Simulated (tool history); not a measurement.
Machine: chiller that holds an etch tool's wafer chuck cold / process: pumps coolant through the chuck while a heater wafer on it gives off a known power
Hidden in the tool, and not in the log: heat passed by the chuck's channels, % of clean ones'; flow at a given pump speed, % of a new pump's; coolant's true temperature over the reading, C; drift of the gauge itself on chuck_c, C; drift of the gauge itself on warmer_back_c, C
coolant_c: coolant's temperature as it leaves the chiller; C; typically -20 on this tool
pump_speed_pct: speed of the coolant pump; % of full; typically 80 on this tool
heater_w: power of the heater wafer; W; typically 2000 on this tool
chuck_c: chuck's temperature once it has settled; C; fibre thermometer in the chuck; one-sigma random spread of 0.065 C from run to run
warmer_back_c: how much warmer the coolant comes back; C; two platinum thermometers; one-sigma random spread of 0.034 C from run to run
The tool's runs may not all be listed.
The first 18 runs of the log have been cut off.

run    hour  coolant_c  pump_speed_pct  heater_w  hours since the coolant was changed and the channels were flushed  hours since the pump was overhauled  hours since the chiller's thermometer was calibrated  chuck_c  warmer_back_c
 19  2472.9        -21              80      2076                                                                135                                  116                                                   116    -6.01           9.22
 20  2590.8        -29              89      2000                                                                253                                  234                                                   234   -15.63           7.96
 21  2714.4        -29              72      2282                                                                377                                  357                                                   357   -11.41          11.31
 22  2859.6        -29              72      2282                                                                522                                  502                                                   502   -11.41          11.34
 23    3029        -29              72      2282                                                                691                                  672                                                   672   -11.32          11.31
 24  3195.4        -26              94      2522                                                                858                                  838                                                   838    -9.61           9.54
 25  3302.6        -12              92      1772                                                                965                                  945                                                   945    -0.41           6.84
 26  3432.6        -12              92      1772                                                               1095                                 1075                                                  1075    -0.44           6.84
 27    3602        -10              92      2431                                                               1264                                 1245                                                  1245     5.98           9.35
 28    3717        -10              92      2431                                                               1379                                 1360                                                  1360     6.02           9.41
 29  3879.1        -20              92      1371                                                               1541                                 1522                                                  1522   -11.12           5.33
 30  4051.3        -19              66      2000                                                               1714                                 1694                                                  1694    -2.48          11.02

Alternative continuations, all from the tool just after run 30; predict every row:
  A  4160.1        -10              80      2739                                                               1822                                 1803                                                  1803        ?              ?
  B  4160.1        -19              69      1526                                                               1822                                 1803                                                  1803        ?              ?
  C  4160.1        -17              79      1757                                                               1822                                 1803                                                  1803        ?              ?

run  chuck_c  warmer_back_c
  A     9.95          12.31
  B    -6.84           8.01
  C    -4.25           8.06
Without the tool's hidden state the same runs would have given:
run  chuck_c  warmer_back_c
  A     9.65          12.08
  B    -6.89           7.87
  C    -4.32           7.91
